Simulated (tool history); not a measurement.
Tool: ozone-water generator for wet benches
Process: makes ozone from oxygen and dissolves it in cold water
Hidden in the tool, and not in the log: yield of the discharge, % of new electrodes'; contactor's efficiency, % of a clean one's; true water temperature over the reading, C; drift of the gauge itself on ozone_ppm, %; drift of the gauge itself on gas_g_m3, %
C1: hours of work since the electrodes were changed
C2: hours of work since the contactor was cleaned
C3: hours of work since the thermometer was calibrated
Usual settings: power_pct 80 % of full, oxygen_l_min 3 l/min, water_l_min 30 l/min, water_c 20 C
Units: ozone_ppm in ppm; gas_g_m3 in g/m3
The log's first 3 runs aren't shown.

Run 4, hour 151.8: usual settings but oxygen_l_min 3.7 l/min; C1 1216; C2 753; C3 4206. Result: ozone_ppm 12.8 ppm, gas_g_m3 225 g/m3.
Run 5, hour 207.8: usual settings; C1 1270; C2 806; C3 4260. Result: ozone_ppm 11.8 ppm, gas_g_m3 238.3 g/m3.
Run 6, hour 246.3: usual settings but oxygen_l_min 1.87 l/min; C1 1307; C2 843; C3 4297. Result: ozone_ppm 9.2 ppm, gas_g_m3 273.5 g/m3.
Run 7, hour 285: usual settings but oxygen_l_min 1.87 l/min; C1 1344; C2 881; C3 4334. Result: ozone_ppm 9 ppm, gas_g_m3 276.1 g/m3.
Run 8, hour 344.5: usual settings but oxygen_l_min 1.87 l/min; C1 1401; C2 938; C3 4391. Result: ozone_ppm 9.2 ppm, gas_g_m3 277.5 g/m3.
Run 9, hour 394.9: usual settings but oxygen_l_min 1.87 l/min, water_c 17 C; C1 1449; C2 986; C3 4440. Result: ozone_ppm 9.5 ppm, gas_g_m3 277.8 g/m3.
Run 10, hour 439.6: usual settings; C1 1492; C2 1029; C3 4483. Result: ozone_ppm 11.5 ppm, gas_g_m3 237.6 g/m3.
Run 11, hour 491.2: usual settings; C1 1542; C2 1079; C3 4532. Result: ozone_ppm 12 ppm, gas_g_m3 236.5 g/m3.
Run 12, hour 549.6: usual settings but power_pct 87 % of full; C1 1598; C2 1135; C3 4588. Result: ozone_ppm 12.4 ppm, gas_g_m3 250.7 g/m3.
Run 13, hour 613.6: usual settings; C1 1660; C2 1196; C3 4650. Result: ozone_ppm 11.5 ppm, gas_g_m3 236.2 g/m3.
Run 14, hour 649.2: usual settings; C1 1694; C2 1230; C3 4684. Result: ozone_ppm 11.8 ppm, gas_g_m3 237.2 g/m3.
Run 15, hour 709.8: usual settings; C1 1752; C2 1289; C3 4742. Result: ozone_ppm 11.5 ppm, gas_g_m3 237 g/m3.
Run 16, hour 770: usual settings; C1 1810; C2 1346; C3 4800. Result: ozone_ppm 11.7 ppm, gas_g_m3 236 g/m3.
Run 17, hour 820.6: usual settings; C1 1858; C2 1395; C3 4849. Result: ozone_ppm 11.7 ppm, gas_g_m3 238.5 g/m3.

Forecast run 18:
Run 18, hour 887.1: usual settings but water_c 17 C; C1 1922; C2 1459; C3 4913. Result: ozone_ppm ?, gas_g_m3 ?.

{"run 18": {"ozone_ppm": 11.8, "gas_g_m3": 234.9}}
Without the tool's hidden state the same run would have given ozone_ppm 12.4 ppm, gas_g_m3 244.5 g/m3.
